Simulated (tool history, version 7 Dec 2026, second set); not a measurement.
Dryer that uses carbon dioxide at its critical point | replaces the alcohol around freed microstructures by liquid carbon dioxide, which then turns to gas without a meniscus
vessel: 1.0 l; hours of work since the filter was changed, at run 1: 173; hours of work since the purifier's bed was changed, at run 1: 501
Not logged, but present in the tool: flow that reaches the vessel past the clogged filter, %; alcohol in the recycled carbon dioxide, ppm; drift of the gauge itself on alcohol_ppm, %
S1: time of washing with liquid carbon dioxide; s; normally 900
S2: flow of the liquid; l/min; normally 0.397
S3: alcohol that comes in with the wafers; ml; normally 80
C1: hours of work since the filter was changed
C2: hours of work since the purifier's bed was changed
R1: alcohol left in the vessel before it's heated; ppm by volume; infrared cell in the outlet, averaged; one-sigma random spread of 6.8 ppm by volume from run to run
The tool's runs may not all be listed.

run 1 hour=0.0 | S1=900 S2=0.397 S3=80 | C1=173 C2=501 | R1=640
run 2 hour=16.4 | S1=900 S2=0.397 S3=80 | C1=184 C2=513 | R1=647
run 3 hour=41.2 | S1=900 S2=0.397 S3=80 | C1=201 C2=530 | R1=657
run 4 hour=58.4 | S1=720 S2=0.397 S3=80 | C1=213 C2=542 | R1=1628
run 5 hour=70.4 | S1=1200 S2=0.397 S3=80 | C1=222 C2=550 | R1=263
run 6 hour=81.6 | S1=1200 S2=0.397 S3=80 | C1=230 C2=558 | R1=270
run 7 hour=93.5 | S1=1200 S2=0.397 S3=80 | C1=238 C2=566 | R1=279
run 8 hour=105.3 | S1=1200 S2=0.397 S3=80 | C1=246 C2=575 | R1=287
run 9 hour=123.0 | S1=1200 S2=0.397 S3=80 | C1=258 C2=587 | R1=285
run 10 hour=138.2 | S1=1200 S2=0.397 S3=80 | C1=269 C2=598 | R1=295
run 11 hour=151.7 | S1=1200 S2=0.397 S3=80 | C1=278 C2=607 | R1=309
run 12 hour=171.4 | S1=900 S2=0.397 S3=80 | C1=292 C2=621 | R1=824
run 13 hour=187.2 | S1=900 S2=0.397 S3=80 | C1=303 C2=632 | R1=812
run 14 hour=204.8 | S1=900 S2=0.397 S3=80 | C1=315 C2=644 | R1=880
run 15 hour=225.9 | S1=900 S2=0.397 S3=80 | C1=330 C2=659 | R1=898
-- hour=229.2 inlet filter changed
run 16 hour=237.3 | S1=900 S2=0.546 S3=80 | C1=6 C2=666 | R1=234
run 17 hour=258.8 | S1=540 S2=0.546 S3=80 | C1=21 C2=681 | R1=1107
run 18 hour=271.8 | S1=540 S2=0.546 S3=80 | C1=30 C2=690 | R1=1102
run 19 hour=294.5 | S1=540 S2=0.546 S3=80 | C1=45 C2=706 | R1=1145
-- hour=313.4 purifier's bed changed
run 20 hour=322.1 | S1=540 S2=0.546 S3=80 | C1=63 C2=6 | R1=952
run 21 hour=334.6 | S1=540 S2=0.546 S3=80 | C1=71 C2=15 | R1=940
run 22 hour=354.2 | S1=900 S2=0.397 S3=80 | C1=85 C2=28 | R1=383
run 23 hour=367.4 | S1=900 S2=0.397 S3=80 | C1=94 C2=38 | R1=397
run 24 hour=380.6 | S1=900 S2=0.397 S3=80 | C1=103 C2=47 | R1=407
run 25 hour=393.9 | S1=900 S2=0.397 S3=60 | C1=113 C2=56 | R1=305
run 26 hour=409.5 | S1=900 S2=0.397 S3=60 | C1=124 C2=67 | R1=328
run 27 hour=422.5 | S1=900 S2=0.562 S3=103 | C1=133 C2=76 | R1=90
run 28 hour=441.1 | S1=900 S2=0.562 S3=103 | C1=146 C2=89 | R1=103
run 29 hour=460.8 | S1=900 S2=0.562 S3=103 | C1=159 C2=103 | R1=102
run 30 hour=473.6 | S1=900 S2=0.562 S3=103 | C1=168 C2=112 | R1=115
run 31 hour=496.0 | S1=960 S2=0.398 S3=31 | C1=184 C2=127 | R1=174
run 32 hour=512.9 | S1=720 S2=0.317 S3=47 | C1=196 C2=139 | R1=1768
run 33 hour=534.8 | S1=720 S2=0.317 S3=47 | C1=211 C2=154 | R1=1813
run 34 hour=558.8 | S1=960 S2=0.553 S3=50 | C1=228 C2=171 | R1=82
run 35 hour=579.6 | S1=900 S2=0.397 S3=24 | C1=242 C2=185 | R1=206
run 36 hour=592.5 | S1=900 S2=0.397 S3=24 | C1=251 C2=194 | R1=219
run 37 hour=613.7 | S1=900 S2=0.397 S3=24 | C1=266 C2=209 | R1=237
run 38 hour=629.8 | S1=900 S2=0.397 S3=24 | C1=277 C2=221 | R1=229
run 39 hour=653.6 | S1=1020 S2=0.409 S3=80 | C1=294 C2=237 | R1=323
run 40 hour=666.8 | S1=1320 S2=0.455 S3=51 | C1=303 C2=246 | R1=85
run 41 hour=685.9 | S1=1080 S2=0.264 S3=80 | C1=316 C2=260 | R1=1612
-- hour=707.9 inlet filter changed
run 42 hour=710.5 | S1=780 S2=0.240 S3=80 | C1=2 C2=276 | R1=4317
run 43 hour=726.3 | S1=1200 S2=0.281 S3=109 | C1=13 C2=287 | R1=682
run 44 hour=749.8 | S1=1080 S2=0.423 S3=94 | C1=29 C2=303 | R1=183
run 45 hour=766.7 | S1=900 S2=0.308 S3=69 | C1=41 C2=315 | R1=1098
run 46 hour=778.8 | S1=900 S2=0.308 S3=69 | C1=49 C2=324 | R1=1094
run 47 hour=792.7 | S1=900 S2=0.308 S3=69 | C1=59 C2=333 | R1=1138

Below are 3 alternative next runs, each starting from the tool's condition after run 47. Predict each:
run A hour=803.9 | S1=540 S2=0.464 S3=114 | C1=67 C2=341 | R1=?
run B hour=803.9 | S1=540 S2=0.332 S3=77 | C1=67 C2=341 | R1=?
run C hour=803.9 | S1=780 S2=0.506 S3=61 | C1=67 C2=341 | R1=?

run=A R1=2773
run=B R1=5233
run=C R1=278
With no hidden state in the tool, these same runs would have given:
run=A R1=2338
run=B R1=4658
run=C R1=143
